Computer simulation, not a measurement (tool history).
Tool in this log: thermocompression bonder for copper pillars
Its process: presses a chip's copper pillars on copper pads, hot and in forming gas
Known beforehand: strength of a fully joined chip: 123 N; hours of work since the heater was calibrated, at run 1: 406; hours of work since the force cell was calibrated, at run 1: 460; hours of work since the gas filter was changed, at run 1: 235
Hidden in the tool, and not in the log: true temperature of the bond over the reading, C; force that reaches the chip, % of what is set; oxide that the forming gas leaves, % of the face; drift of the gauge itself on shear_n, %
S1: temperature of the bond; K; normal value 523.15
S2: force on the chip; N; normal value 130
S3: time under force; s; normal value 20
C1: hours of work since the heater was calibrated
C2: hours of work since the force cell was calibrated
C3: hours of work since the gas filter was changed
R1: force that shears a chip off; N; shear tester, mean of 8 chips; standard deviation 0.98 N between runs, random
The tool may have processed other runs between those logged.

| run | hour | S1 | S2 | S3 | C1 | C2 | C3 | R1 |
|---|---|---|---|---|---|---|---|---|
| 1 | 0.0 | 523.15 | 130 | 20 | 406 | 460 | 235 | 77.9 |
| 2 | 18.2 | 523.15 | 130 | 20 | 416 | 470 | 245 | 77.8 |
| 3 | 32.8 | 523.15 | 130 | 20 | 424 | 478 | 253 | 76.2 |
| 4 | 53.7 | 523.15 | 130 | 20 | 436 | 490 | 265 | 76.7 |
| 5 | 69.9 | 523.15 | 130 | 53 | 445 | 499 | 274 | 96.7 |
| 6 | 87.5 | 523.15 | 130 | 20 | 454 | 509 | 284 | 76.1 |
|  | 91.4 | force cell calibrated |
| 7 | 111.4 | 523.15 | 130 | 50 | 467 | 11 | 296 | 95.6 |
| 8 | 132.8 | 523.15 | 130 | 20 | 479 | 23 | 308 | 77.0 |
| 9 | 145.6 | 523.15 | 130 | 20 | 486 | 30 | 315 | 76.9 |
|  | 161.8 | force cell calibrated, once more |
| 10 | 162.7 | 523.15 | 130 | 20 | 495 | 0 | 324 | 75.1 |
|  | 164.3 | forming gas filter changed |
| 11 | 176.7 | 531.15 | 134 | 20 | 502 | 8 | 7 | 86.5 |
| 12 | 201.1 | 523.15 | 89 | 11 | 516 | 22 | 20 | 51.6 |
| 13 | 223.0 | 523.15 | 101 | 18 | 528 | 34 | 33 | 66.0 |
| 14 | 246.7 | 506.15 | 130 | 54 | 541 | 47 | 46 | 85.0 |
| 15 | 267.8 | 503.15 | 130 | 20 | 553 | 59 | 58 | 60.7 |
| 16 | 282.4 | 549.15 | 130 | 32 | 561 | 67 | 66 | 106.2 |
| 17 | 300.1 | 541.15 | 195 | 11 | 571 | 77 | 75 | 93.1 |

Hidden state or all else? Some run-to-run changes of R1, split into what the settings, what came in and random variation would give without the hidden state, and what is left for the hidden state (with any gauge scatter that isn't in both results):
Run 10 -> 11: S1 523.15 -> 531.15, S2 130 -> 134, forming gas filter changed. R1 +11.4 N: hidden state +4.1, all else +7.3.
Run 15 -> 16: S1 503.15 -> 549.15, S3 20 -> 32. R1 +45.5 N: hidden state +2.2, all else +43.3.
